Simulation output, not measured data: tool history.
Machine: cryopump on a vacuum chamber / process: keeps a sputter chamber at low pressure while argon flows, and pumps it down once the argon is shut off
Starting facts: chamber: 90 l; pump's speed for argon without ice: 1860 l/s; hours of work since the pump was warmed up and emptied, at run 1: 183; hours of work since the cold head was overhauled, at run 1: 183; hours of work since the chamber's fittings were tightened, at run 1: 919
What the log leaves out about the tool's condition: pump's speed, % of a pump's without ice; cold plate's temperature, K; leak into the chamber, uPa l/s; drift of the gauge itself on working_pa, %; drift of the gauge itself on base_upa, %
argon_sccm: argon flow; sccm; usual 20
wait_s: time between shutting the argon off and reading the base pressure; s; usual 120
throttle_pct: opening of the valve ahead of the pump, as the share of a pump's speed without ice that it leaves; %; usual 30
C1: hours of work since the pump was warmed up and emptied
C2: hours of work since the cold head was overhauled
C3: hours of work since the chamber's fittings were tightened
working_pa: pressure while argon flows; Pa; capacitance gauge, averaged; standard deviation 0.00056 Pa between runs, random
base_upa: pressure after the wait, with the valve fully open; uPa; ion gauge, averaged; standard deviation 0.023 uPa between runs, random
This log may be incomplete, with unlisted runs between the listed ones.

run 1 hour=0.0 | argon_sccm=20 wait_s=120 throttle_pct=30 | C1=183 C2=183 C3=919 | working_pa=0.0640 base_upa=0.97
run 2 hour=13.4 | argon_sccm=20 wait_s=120 throttle_pct=30 | C1=189 C2=189 C3=925 | working_pa=0.0633 base_upa=0.98
run 3 hour=38.0 | argon_sccm=33 wait_s=120 throttle_pct=30 | C1=201 C2=201 C3=936 | working_pa=0.1061 base_upa=1.04
run 4 hour=53.9 | argon_sccm=20 wait_s=120 throttle_pct=30 | C1=208 C2=208 C3=944 | working_pa=0.0638 base_upa=0.98
run 5 hour=69.9 | argon_sccm=20 wait_s=120 throttle_pct=29 | C1=215 C2=215 C3=951 | working_pa=0.0657 base_upa=0.97
run 6 hour=88.4 | argon_sccm=20 wait_s=120 throttle_pct=29 | C1=224 C2=224 C3=960 | working_pa=0.0666 base_upa=1.02
run 7 hour=111.4 | argon_sccm=20 wait_s=120 throttle_pct=29 | C1=235 C2=235 C3=970 | working_pa=0.0667 base_upa=0.99
run 8 hour=128.7 | argon_sccm=20 wait_s=120 throttle_pct=60 | C1=242 C2=242 C3=978 | working_pa=0.0344 base_upa=0.99
run 9 hour=143.4 | argon_sccm=20 wait_s=120 throttle_pct=60 | C1=249 C2=249 C3=985 | working_pa=0.0342 base_upa=1.01
run 10 hour=162.4 | argon_sccm=20 wait_s=120 throttle_pct=60 | C1=258 C2=258 C3=994 | working_pa=0.0346 base_upa=1.03
run 11 hour=178.3 | argon_sccm=28 wait_s=120 throttle_pct=30 | C1=265 C2=265 C3=1001 | working_pa=0.0907 base_upa=1.06
run 12 hour=203.0 | argon_sccm=12 wait_s=120 throttle_pct=30 | C1=277 C2=277 C3=1012 | working_pa=0.0392 base_upa=1.05
run 13 hour=223.1 | argon_sccm=39 wait_s=25 throttle_pct=29 | C1=286 C2=286 C3=1022 | working_pa=0.1309 base_upa=3.39
run 14 hour=243.9 | argon_sccm=39 wait_s=25 throttle_pct=29 | C1=296 C2=296 C3=1031 | working_pa=0.1327 base_upa=3.41
run 15 hour=263.5 | argon_sccm=20 wait_s=141 throttle_pct=25 | C1=305 C2=305 C3=1040 | working_pa=0.0783 base_upa=0.97
run 16 hour=286.1 | argon_sccm=20 wait_s=141 throttle_pct=25 | C1=315 C2=315 C3=1051 | working_pa=0.0784 base_upa=0.95
run 17 hour=302.1 | argon_sccm=23 wait_s=55 throttle_pct=17 | C1=323 C2=323 C3=1058 | working_pa=0.1308 base_upa=1.86
run 18 hour=318.7 | argon_sccm=23 wait_s=55 throttle_pct=17 | C1=330 C2=330 C3=1066 | working_pa=0.1302 base_upa=1.80
run 19 hour=335.6 | argon_sccm=36 wait_s=120 throttle_pct=45 | C1=338 C2=338 C3=1074 | working_pa=0.0847 base_upa=1.05
run 20 hour=354.1 | argon_sccm=20 wait_s=120 throttle_pct=18 | C1=347 C2=347 C3=1082 | working_pa=0.1078 base_upa=1.03
run 21 hour=371.1 | argon_sccm=20 wait_s=120 throttle_pct=18 | C1=354 C2=354 C3=1090 | working_pa=0.1086 base_upa=1.07
run 22 hour=391.5 | argon_sccm=15 wait_s=89 throttle_pct=15 | C1=364 C2=364 C3=1099 | working_pa=0.0956 base_upa=1.34
run 23 hour=411.4 | argon_sccm=14 wait_s=100 throttle_pct=30 | C1=373 C2=373 C3=1109 | working_pa=0.0486 base_upa=1.24
run 24 hour=436.6 | argon_sccm=14 wait_s=100 throttle_pct=30 | C1=385 C2=385 C3=1120 | working_pa=0.0480 base_upa=1.25

Each row is a separate what-if for the run after 24, all from the same tool condition, not one after another. Results?
run A hour=447.1 | argon_sccm=10 wait_s=236 throttle_pct=32 | C1=390 C2=390 C3=1125 | working_pa=? base_upa=?
run B hour=447.1 | argon_sccm=39 wait_s=100 throttle_pct=24 | C1=390 C2=390 C3=1125 | working_pa=? base_upa=?
run C hour=447.1 | argon_sccm=20 wait_s=120 throttle_pct=59 | C1=390 C2=390 C3=1125 | working_pa=? base_upa=?
run D hour=447.1 | argon_sccm=14 wait_s=100 throttle_pct=26 | C1=390 C2=390 C3=1125 | working_pa=? base_upa=?

run=A working_pa=0.0320 base_upa=0.79
run=B working_pa=0.1617 base_upa=1.26
run=C working_pa=0.0381 base_upa=1.15
run=D working_pa=0.0539 base_upa=1.21
Stripped of hidden state, with their random variation kept, the same runs would have yielded:
run=A working_pa=0.0281 base_upa=0.44
run=B working_pa=0.1469 base_upa=0.91
run=C working_pa=0.0305 base_upa=0.81
run=D working_pa=0.0485 base_upa=0.87
